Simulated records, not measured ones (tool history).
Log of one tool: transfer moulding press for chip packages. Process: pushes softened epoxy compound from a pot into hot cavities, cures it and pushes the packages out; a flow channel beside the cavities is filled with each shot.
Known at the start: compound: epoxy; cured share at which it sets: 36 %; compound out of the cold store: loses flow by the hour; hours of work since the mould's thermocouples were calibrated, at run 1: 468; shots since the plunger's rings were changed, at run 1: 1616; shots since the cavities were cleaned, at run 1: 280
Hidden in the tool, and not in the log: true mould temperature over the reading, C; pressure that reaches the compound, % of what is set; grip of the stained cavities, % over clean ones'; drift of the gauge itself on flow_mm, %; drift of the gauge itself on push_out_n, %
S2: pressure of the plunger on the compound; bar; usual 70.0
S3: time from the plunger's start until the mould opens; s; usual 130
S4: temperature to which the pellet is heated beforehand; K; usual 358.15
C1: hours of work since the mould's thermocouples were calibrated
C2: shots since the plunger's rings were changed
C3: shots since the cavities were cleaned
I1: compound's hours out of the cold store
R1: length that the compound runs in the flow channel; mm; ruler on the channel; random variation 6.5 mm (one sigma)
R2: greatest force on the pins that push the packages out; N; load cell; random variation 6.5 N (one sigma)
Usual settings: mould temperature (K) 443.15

{"run": 1, "hour": 0.0, "mould temperature (K)": 443.15, "S2": 70.0, "S3": 130, "S4": 358.15, "C1": 468, "C2": 1616, "C3": 280, "I1": 12.2, "R1": 957, "R2": 336}
{"run": 2, "hour": 29.4, "mould temperature (K)": 443.15, "S2": 70.0, "S3": 130, "S4": 358.15, "C1": 488, "C2": 1889, "C3": 553, "I1": 14.7, "R1": 943, "R2": 382}
{"hour": 54.2, "done": "cavities cleaned with cleaning compound and waxed"}
{"run": 3, "hour": 65.7, "mould temperature (K)": 443.15, "S2": 70.0, "S3": 130, "S4": 358.15, "C1": 511, "C2": 2213, "C3": 108, "I1": 25.9, "R1": 900, "R2": 445}
{"run": 4, "hour": 91.6, "mould temperature (K)": 443.15, "S2": 70.0, "S3": 130, "S4": 358.15, "C1": 529, "C2": 2453, "C3": 348, "I1": 9.1, "R1": 951, "R2": 496}
{"run": 5, "hour": 121.9, "mould temperature (K)": 443.15, "S2": 70.0, "S3": 130, "S4": 358.15, "C1": 550, "C2": 2734, "C3": 629, "I1": 14.7, "R1": 937, "R2": 487}
{"hour": 139.4, "done": "cavities cleaned with cleaning compound and waxed"}
{"run": 6, "hour": 143.7, "mould temperature (K)": 443.15, "S2": 70.0, "S3": 130, "S4": 358.15, "C1": 563, "C2": 2923, "C3": 39, "I1": 19.9, "R1": 899, "R2": 266}
{"hour": 157.9, "done": "mould's thermocouples calibrated"}
{"run": 7, "hour": 173.9, "mould temperature (K)": 443.15, "S2": 70.0, "S3": 130, "S4": 358.15, "C1": 11, "C2": 3185, "C3": 301, "I1": 15.6, "R1": 923, "R2": 352}
{"run": 8, "hour": 199.7, "mould temperature (K)": 443.15, "S2": 70.0, "S3": 130, "S4": 358.15, "C1": 28, "C2": 3425, "C3": 541, "I1": 16.1, "R1": 909, "R2": 402}
{"hour": 226.4, "done": "cavities cleaned with cleaning compound and waxed, once more"}
{"run": 9, "hour": 226.4, "mould temperature (K)": 443.15, "S2": 70.0, "S3": 130, "S4": 358.15, "C1": 46, "C2": 3659, "C3": 0, "I1": 9.9, "R1": 930, "R2": 266}
{"run": 10, "hour": 266.8, "mould temperature (K)": 443.15, "S2": 70.0, "S3": 119, "S4": 358.15, "C1": 73, "C2": 4035, "C3": 376, "I1": 13.5, "R1": 909, "R2": 398}
{"hour": 288.2, "done": "plunger's sealing rings changed"}
{"run": 11, "hour": 292.1, "mould temperature (K)": 443.15, "S2": 70.0, "S3": 119, "S4": 358.15, "C1": 89, "C2": 37, "C3": 588, "I1": 16.3, "R1": 962, "R2": 453}
{"hour": 312.8, "done": "cavities cleaned with cleaning compound and waxed"}
{"run": 12, "hour": 332.3, "mould temperature (K)": 443.15, "S2": 70.0, "S3": 119, "S4": 358.15, "C1": 115, "C2": 396, "C3": 181, "I1": 38.3, "R1": 891, "R2": 350}
{"run": 13, "hour": 369.5, "mould temperature (K)": 443.15, "S2": 70.0, "S3": 119, "S4": 358.15, "C1": 140, "C2": 743, "C3": 528, "I1": 9.9, "R1": 970, "R2": 435}
{"hour": 398.1, "done": "cavities cleaned with cleaning compound and waxed"}
{"run": 14, "hour": 407.6, "mould temperature (K)": 443.15, "S2": 70.0, "S3": 119, "S4": 358.15, "C1": 165, "C2": 1082, "C3": 88, "I1": 12.7, "R1": 964, "R2": 308}
{"run": 15, "hour": 431.7, "mould temperature (K)": 446.15, "S2": 70.0, "S3": 158, "S4": 353.15, "C1": 182, "C2": 1306, "C3": 312, "I1": 9.8, "R1": 946, "R2": 295}
{"run": 16, "hour": 469.0, "mould temperature (K)": 443.15, "S2": 76.3, "S3": 111, "S4": 358.15, "C1": 207, "C2": 1653, "C3": 659, "I1": 40.4, "R1": 912, "R2": 481}
{"hour": 483.2, "done": "cavities cleaned with cleaning compound and waxed"}
{"run": 17, "hour": 506.6, "mould temperature (K)": 439.15, "S2": 68.3, "S3": 132, "S4": 363.15, "C1": 232, "C2": 1988, "C3": 217, "I1": 37.9, "R1": 876, "R2": 360}
{"run": 18, "hour": 538.1, "mould temperature (K)": 439.15, "S2": 68.3, "S3": 132, "S4": 363.15, "C1": 253, "C2": 2281, "C3": 510, "I1": 8.6, "R1": 968, "R2": 455}
{"hour": 568.3, "done": "cavities cleaned with cleaning compound and waxed"}
{"run": 19, "hour": 576.7, "mould temperature (K)": 444.15, "S2": 83.9, "S3": 130, "S4": 358.15, "C1": 278, "C2": 2626, "C3": 78, "I1": 9.6, "R1": 1023, "R2": 266}
{"run": 20, "hour": 595.7, "mould temperature (K)": 444.15, "S2": 83.9, "S3": 165, "S4": 358.15, "C1": 291, "C2": 2803, "C3": 255, "I1": 29.2, "R1": 952, "R2": 296}
{"run": 21, "hour": 635.2, "mould temperature (K)": 444.15, "S2": 83.9, "S3": 165, "S4": 358.15, "C1": 318, "C2": 3170, "C3": 622, "I1": 18.4, "R1": 976, "R2": 352}
{"hour": 652.0, "done": "cavities cleaned with cleaning compound and waxed"}
{"run": 22, "hour": 660.7, "mould temperature (K)": 437.15, "S2": 68.7, "S3": 157, "S4": 358.15, "C1": 334, "C2": 3393, "C3": 81, "I1": 36.1, "R1": 871, "R2": 276}
{"run": 23, "hour": 699.8, "mould temperature (K)": 437.15, "S2": 67.2, "S3": 157, "S4": 349.15, "C1": 361, "C2": 3756, "C3": 444, "I1": 17.9, "R1": 915, "R2": 376}
{"run": 24, "hour": 722.9, "mould temperature (K)": 448.15, "S2": 55.6, "S3": 113, "S4": 349.15, "C1": 377, "C2": 3971, "C3": 659, "I1": 21.3, "R1": 779, "R2": 399}
{"hour": 736.1, "done": "cavities cleaned with cleaning compound and waxed"}
{"hour": 753.5, "done": "plunger's sealing rings changed"}
{"run": 25, "hour": 754.7, "mould temperature (K)": 448.15, "S2": 55.6, "S3": 113, "S4": 349.15, "C1": 396, "C2": 11, "C3": 150, "I1": 17.2, "R1": 842, "R2": 294}
{"run": 26, "hour": 783.7, "mould temperature (K)": 445.15, "S2": 72.9, "S3": 130, "S4": 358.15, "C1": 415, "C2": 281, "C3": 420, "I1": 47.4, "R1": 882, "R2": 334}
{"run": 27, "hour": 810.0, "mould temperature (K)": 443.15, "S2": 64.5, "S3": 130, "S4": 357.15, "C1": 433, "C2": 525, "C3": 664, "I1": 29.4, "R1": 888, "R2": 408}
{"hour": 823.3, "done": "cavities cleaned with cleaning compound and waxed"}
{"run": 28, "hour": 836.2, "mould temperature (K)": 435.15, "S2": 70.0, "S3": 130, "S4": 357.15, "C1": 450, "C2": 755, "C3": 120, "I1": 30.8, "R1": 948, "R2": 439}

Forecast each of these 4 alternatives for the next run:
{"run": "A", "hour": 856.8, "mould temperature (K)": 442.15, "S2": 70.0, "S3": 146, "S4": 358.15, "C1": 464, "C2": 946, "C3": 311, "I1": 18.5, "R1": "?", "R2": "?"}
{"run": "B", "hour": 856.8, "mould temperature (K)": 435.15, "S2": 57.2, "S3": 157, "S4": 357.15, "C1": 464, "C2": 946, "C3": 311, "I1": 11.0, "R1": "?", "R2": "?"}
{"run": "C", "hour": 856.8, "mould temperature (K)": 435.15, "S2": 79.7, "S3": 170, "S4": 355.15, "C1": 464, "C2": 946, "C3": 311, "I1": 45.9, "R1": "?", "R2": "?"}
{"run": "D", "hour": 856.8, "mould temperature (K)": 443.15, "S2": 70.0, "S3": 163, "S4": 358.15, "C1": 464, "C2": 946, "C3": 311, "I1": 9.2, "R1": "?", "R2": "?"}

run=A R1=946 R2=312
run=B R1=909 R2=372
run=C R1=970 R2=332
run=D R1=971 R2=301
Without the tool's hidden state the same runs would have given:
run=A R1=967 R2=236
run=B R1=930 R2=289
run=C R1=992 R2=255
run=D R1=993 R2=226

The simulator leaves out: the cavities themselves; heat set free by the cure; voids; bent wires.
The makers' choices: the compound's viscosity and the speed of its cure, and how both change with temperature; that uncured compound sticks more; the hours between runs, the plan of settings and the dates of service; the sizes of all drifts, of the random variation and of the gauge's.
